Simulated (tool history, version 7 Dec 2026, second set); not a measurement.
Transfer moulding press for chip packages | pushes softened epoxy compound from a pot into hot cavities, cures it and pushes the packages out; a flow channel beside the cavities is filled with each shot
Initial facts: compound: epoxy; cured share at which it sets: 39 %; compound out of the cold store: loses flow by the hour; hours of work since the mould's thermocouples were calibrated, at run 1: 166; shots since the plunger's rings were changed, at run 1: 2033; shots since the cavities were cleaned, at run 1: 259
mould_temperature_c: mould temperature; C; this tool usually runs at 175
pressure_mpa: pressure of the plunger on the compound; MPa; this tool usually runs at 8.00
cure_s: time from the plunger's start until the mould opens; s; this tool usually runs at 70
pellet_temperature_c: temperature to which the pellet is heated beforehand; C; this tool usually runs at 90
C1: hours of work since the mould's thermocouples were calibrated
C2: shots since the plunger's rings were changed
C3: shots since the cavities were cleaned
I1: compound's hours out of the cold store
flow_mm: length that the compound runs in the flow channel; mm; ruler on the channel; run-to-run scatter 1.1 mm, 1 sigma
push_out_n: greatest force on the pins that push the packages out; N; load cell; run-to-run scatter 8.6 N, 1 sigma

run 1 hour=0.0 | mould_temperature_c=175 pressure_mpa=8.00 cure_s=70 pellet_temperature_c=90 | C1=166 C2=2033 C3=259 | I1=41.6 | flow_mm=636 push_out_n=506
run 2 hour=32.9 | mould_temperature_c=175 pressure_mpa=8.00 cure_s=70 pellet_temperature_c=90 | C1=180 C2=2356 C3=582 | I1=42.7 | flow_mm=631 push_out_n=563
-- hour=47.4 cavities cleaned with cleaning compound and waxed
run 3 hour=60.4 | mould_temperature_c=171 pressure_mpa=8.00 cure_s=70 pellet_temperature_c=90 | C1=191 C2=2611 C3=127 | I1=24.7 | flow_mm=692 push_out_n=554
run 4 hour=92.7 | mould_temperature_c=174 pressure_mpa=8.00 cure_s=70 pellet_temperature_c=90 | C1=205 C2=2929 C3=445 | I1=24.3 | flow_mm=680 push_out_n=582
-- hour=122.4 cavities cleaned with cleaning compound and waxed
run 5 hour=124.1 | mould_temperature_c=175 pressure_mpa=8.00 cure_s=70 pellet_temperature_c=90 | C1=218 C2=3223 C3=17 | I1=15.4 | flow_mm=702 push_out_n=437
run 6 hour=157.9 | mould_temperature_c=175 pressure_mpa=8.00 cure_s=70 pellet_temperature_c=90 | C1=233 C2=3555 C3=349 | I1=20.6 | flow_mm=684 push_out_n=540
run 7 hour=174.2 | mould_temperature_c=175 pressure_mpa=8.00 cure_s=70 pellet_temperature_c=96 | C1=239 C2=3715 C3=509 | I1=40.6 | flow_mm=632 push_out_n=558
run 8 hour=193.0 | mould_temperature_c=175 pressure_mpa=8.00 cure_s=70 pellet_temperature_c=96 | C1=248 C2=3900 C3=694 | I1=46.4 | flow_mm=615 push_out_n=577
-- hour=196.3 cavities cleaned with cleaning compound and waxed
run 9 hour=211.0 | mould_temperature_c=175 pressure_mpa=8.00 cure_s=70 pellet_temperature_c=96 | C1=255 C2=4062 C3=144 | I1=38.8 | flow_mm=633 push_out_n=479
-- hour=231.0 plunger's sealing rings changed
run 10 hour=233.5 | mould_temperature_c=175 pressure_mpa=8.00 cure_s=70 pellet_temperature_c=96 | C1=263 C2=25 C3=341 | I1=31.1 | flow_mm=670 push_out_n=507
run 11 hour=251.2 | mould_temperature_c=169 pressure_mpa=8.00 cure_s=70 pellet_temperature_c=96 | C1=271 C2=198 C3=514 | I1=19.4 | flow_mm=721 push_out_n=767
-- hour=273.2 cavities cleaned with cleaning compound and waxed
run 12 hour=284.0 | mould_temperature_c=175 pressure_mpa=8.00 cure_s=70 pellet_temperature_c=90 | C1=284 C2=507 C3=107 | I1=46.5 | flow_mm=629 push_out_n=446
run 13 hour=306.9 | mould_temperature_c=175 pressure_mpa=8.00 cure_s=83 pellet_temperature_c=90 | C1=294 C2=731 C3=331 | I1=41.8 | flow_mm=639 push_out_n=466
-- hour=326.4 mould's thermocouples calibrated
run 14 hour=343.7 | mould_temperature_c=175 pressure_mpa=8.00 cure_s=83 pellet_temperature_c=90 | C1=7 C2=1073 C3=673 | I1=14.7 | flow_mm=714 push_out_n=527
-- hour=349.9 cavities cleaned with cleaning compound and waxed
run 15 hour=371.7 | mould_temperature_c=174 pressure_mpa=8.93 cure_s=97 pellet_temperature_c=86 | C1=19 C2=1334 C3=214 | I1=47.8 | flow_mm=664 push_out_n=443
run 16 hour=398.7 | mould_temperature_c=174 pressure_mpa=8.93 cure_s=97 pellet_temperature_c=86 | C1=30 C2=1599 C3=479 | I1=11.0 | flow_mm=766 push_out_n=497
-- hour=423.9 cavities cleaned with cleaning compound and waxed
run 17 hour=432.2 | mould_temperature_c=174 pressure_mpa=8.93 cure_s=97 pellet_temperature_c=86 | C1=44 C2=1914 C3=82 | I1=46.5 | flow_mm=664 push_out_n=403
run 18 hour=452.8 | mould_temperature_c=174 pressure_mpa=8.93 cure_s=97 pellet_temperature_c=86 | C1=53 C2=2116 C3=284 | I1=46.9 | flow_mm=662 push_out_n=457
run 19 hour=477.5 | mould_temperature_c=175 pressure_mpa=8.00 cure_s=93 pellet_temperature_c=90 | C1=63 C2=2358 C3=526 | I1=45.7 | flow_mm=626 push_out_n=477
-- hour=498.7 cavities cleaned with cleaning compound and waxed
run 20 hour=512.9 | mould_temperature_c=175 pressure_mpa=9.04 cure_s=77 pellet_temperature_c=87 | C1=78 C2=2692 C3=140 | I1=43.3 | flow_mm=671 push_out_n=442
run 21 hour=531.5 | mould_temperature_c=175 pressure_mpa=9.04 cure_s=77 pellet_temperature_c=87 | C1=86 C2=2875 C3=323 | I1=36.4 | flow_mm=688 push_out_n=482
run 22 hour=555.7 | mould_temperature_c=182 pressure_mpa=7.91 cure_s=70 pellet_temperature_c=90 | C1=96 C2=3113 C3=561 | I1=34.6 | flow_mm=627 push_out_n=519
run 23 hour=570.4 | mould_temperature_c=175 pressure_mpa=8.00 cure_s=70 pellet_temperature_c=85 | C1=103 C2=3257 C3=705 | I1=43.8 | flow_mm=627 push_out_n=597
-- hour=574.3 cavities cleaned with cleaning compound and waxed
run 24 hour=605.2 | mould_temperature_c=175 pressure_mpa=8.00 cure_s=70 pellet_temperature_c=85 | C1=117 C2=3585 C3=304 | I1=19.3 | flow_mm=688 push_out_n=548
run 25 hour=623.1 | mould_temperature_c=175 pressure_mpa=8.00 cure_s=52 pellet_temperature_c=85 | C1=125 C2=3760 C3=479 | I1=33.5 | flow_mm=649 push_out_n=1004
run 26 hour=638.9 | mould_temperature_c=175 pressure_mpa=6.26 cure_s=52 pellet_temperature_c=85 | C1=131 C2=3915 C3=634 | I1=38.8 | flow_mm=563 push_out_n=989
-- hour=648.8 cavities cleaned with cleaning compound and waxed
run 27 hour=671.1 | mould_temperature_c=175 pressure_mpa=6.26 cure_s=52 pellet_temperature_c=85 | C1=145 C2=4217 C3=219 | I1=41.3 | flow_mm=555 push_out_n=846
-- hour=676.9 plunger's sealing rings changed
run 28 hour=703.5 | mould_temperature_c=175 pressure_mpa=6.26 cure_s=52 pellet_temperature_c=85 | C1=157 C2=261 C3=513 | I1=43.2 | flow_mm=568 push_out_n=981

Predict each of these 3 candidate next runs independently; none follows another, all start after run 28:
run A hour=721.7 | mould_temperature_c=175 pressure_mpa=6.24 cure_s=74 pellet_temperature_c=85 | C1=165 C2=440 C3=692 | I1=9.4 | flow_mm=? push_out_n=?
run B hour=721.7 | mould_temperature_c=175 pressure_mpa=6.54 cure_s=52 pellet_temperature_c=85 | C1=165 C2=440 C3=692 | I1=9.5 | flow_mm=? push_out_n=?
run C hour=721.7 | mould_temperature_c=175 pressure_mpa=8.12 cure_s=105 pellet_temperature_c=85 | C1=165 C2=440 C3=692 | I1=10.9 | flow_mm=? push_out_n=?

run=A flow_mm=649 push_out_n=591
run=B flow_mm=663 push_out_n=1140
run=C flow_mm=735 push_out_n=528
The same runs, with their run-to-run variation unchanged, on a tool lacking any hidden condition would have given:
run=A flow_mm=651 push_out_n=419
run=B flow_mm=665 push_out_n=806
run=C flow_mm=737 push_out_n=372

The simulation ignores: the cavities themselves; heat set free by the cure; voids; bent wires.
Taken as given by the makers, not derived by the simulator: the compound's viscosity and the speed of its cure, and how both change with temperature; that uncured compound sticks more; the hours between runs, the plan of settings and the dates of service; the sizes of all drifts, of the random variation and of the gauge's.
